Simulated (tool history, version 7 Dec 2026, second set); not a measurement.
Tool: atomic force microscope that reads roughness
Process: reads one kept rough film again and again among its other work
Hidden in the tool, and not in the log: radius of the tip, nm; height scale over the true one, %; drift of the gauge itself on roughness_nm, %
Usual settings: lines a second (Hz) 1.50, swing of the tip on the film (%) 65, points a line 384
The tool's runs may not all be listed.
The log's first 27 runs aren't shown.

run	day	lines a second (Hz)	swing of the tip on the film (%)	points a line	pictures with this tip	hours of work since the height scale was calibrated	roughness of the kept film (nm (root mean square))
28	41.467	1.50	74	384	206	942	3.141
29	42.492	2.98	56	384	259	959	3.208
# day 43.008: new tip fitted
30	43.658	1.50	77	384	34	977	3.154
31	45.238	1.50	77	384	116	1002	3.126
32	47.283	1.50	77	384	223	1034	3.098
# day 48.517: new tip fitted
33	49.417	2.60	77	277	47	1067	2.994
34	50.983	1.50	81	547	129	1092	3.109
35	52.000	1.50	81	547	182	1108	3.104
36	53.142	1.63	71	696	241	1126	3.170
# day 53.925: new tip fitted
37	55.338	2.31	83	501	74	1161	2.963
38	56.875	2.31	83	501	154	1185	2.976
39	58.762	2.31	83	501	252	1215	2.973

Forecast each of these 4 alternatives for the next run:
# day 59.375: new tip fitted
A	60.425	1.98	65	307	55	1241	?
# day 59.375: new tip fitted
B	60.425	2.10	78	274	55	1241	?
# day 59.375: new tip fitted
C	60.425	1.42	77	702	55	1241	?
# day 59.375: new tip fitted
D	60.425	0.96	74	313	55	1241	?

run	roughness of the kept film (nm (root mean square))
A	3.162
B	3.044
C	3.166
D	3.217
Without the tool's hidden state the same runs would have given:
run	roughness of the kept film (nm (root mean square))
A	3.164
B	3.047
C	3.169
D	3.220
